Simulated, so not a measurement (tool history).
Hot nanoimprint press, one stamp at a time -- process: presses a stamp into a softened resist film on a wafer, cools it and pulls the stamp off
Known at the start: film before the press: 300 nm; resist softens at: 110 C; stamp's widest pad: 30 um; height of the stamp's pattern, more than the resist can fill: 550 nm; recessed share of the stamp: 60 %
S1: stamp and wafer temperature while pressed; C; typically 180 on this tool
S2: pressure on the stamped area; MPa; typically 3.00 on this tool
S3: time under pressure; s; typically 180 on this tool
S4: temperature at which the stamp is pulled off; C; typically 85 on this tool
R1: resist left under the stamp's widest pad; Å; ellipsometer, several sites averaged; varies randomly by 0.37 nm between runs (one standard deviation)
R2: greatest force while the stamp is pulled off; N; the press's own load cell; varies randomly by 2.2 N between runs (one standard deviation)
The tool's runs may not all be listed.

Run 1, hour 0.0: usual settings. Result: R1 1097 Å, R2 229 N.
Run 2, hour 15.6: usual settings. Result: R1 1092 Å, R2 240 N.
Run 3, hour 36.1: usual settings. Result: R1 1097 Å, R2 232 N.
Run 4, hour 62.1: usual settings. Result: R1 1104 Å, R2 237 N.
At hour 78.1: stamp cleaned and given a new release coat.
Run 5, hour 96.6: usual settings. Result: R1 1100 Å, R2 202 N.
Run 6, hour 122.9: usual settings. Result: R1 1106 Å, R2 201 N.
Run 7, hour 140.2: usual settings. Result: R1 1101 Å, R2 212 N.
At hour 146.4: plate thermocouple calibrated.
Run 8, hour 167.2: usual settings but S4 70 C. Result: R1 1125 Å, R2 254 N.
Run 9, hour 204.0: usual settings but S4 70 C. Result: R1 1124 Å, R2 255 N.
Run 10, hour 234.7: usual settings but S1 190 C, S4 70 C. Result: R1 783 Å, R2 260 N.
Run 11, hour 271.5: usual settings but S1 177 C, S2 2.09 MPa, S3 135 s, S4 80 C. Result: R1 1621 Å, R2 233 N.
Run 12, hour 305.9: usual settings but S2 4.00 MPa, S3 189 s. Result: R1 972 Å, R2 220 N.
Run 13, hour 339.9: usual settings but S2 4.30 MPa, S4 71 C. Result: R1 961 Å, R2 259 N.
At hour 361.7: plate thermocouple calibrated, once more.
Run 14, hour 375.3: usual settings but S1 182 C, S2 1.81 MPa, S4 71 C. Result: R1 1251 Å, R2 266 N.
Run 15, hour 403.6: usual settings but S1 182 C, S2 1.81 MPa, S4 71 C. Result: R1 1256 Å, R2 271 N.
Run 16, hour 425.6: usual settings but S1 182 C, S2 1.81 MPa, S4 71 C. Result: R1 1253 Å, R2 272 N.
Run 17, hour 443.6: usual settings but S4 88 C. Result: R1 1082 Å, R2 225 N.
Run 18, hour 465.7: usual settings but S1 169 C, S2 4.51 MPa, S3 108 s, S4 74 C. Result: R1 1678 Å, R2 270 N.
Run 19, hour 489.1: usual settings but S1 169 C, S2 4.51 MPa, S3 108 s, S4 74 C. Result: R1 1684 Å, R2 268 N.

Same runs, no hidden state in the tool, same run-to-run variation:
Hidden state at play: true temperature over the reading, C; pressure that arrives at the usual setting, %; grip of the stamp's worn release coat, % over a new coat's; drift of the gauge itself on residual_nm, %; drift of the gauge itself on pull_off_n, %.
run    R1   R2
  1  1077  197
  2  1071  205
  3  1074  197
  4  1079  199
  5  1074  199
  6  1077  195
  7  1071  205
  8  1081  243
  9  1077  240
 10   750  242
 11  1557  213
 12   921  199
 13   908  231
 14  1253  238
 15  1256  240
 16  1252  239
 17  1077  197
 18  1665  234
 19  1669  230

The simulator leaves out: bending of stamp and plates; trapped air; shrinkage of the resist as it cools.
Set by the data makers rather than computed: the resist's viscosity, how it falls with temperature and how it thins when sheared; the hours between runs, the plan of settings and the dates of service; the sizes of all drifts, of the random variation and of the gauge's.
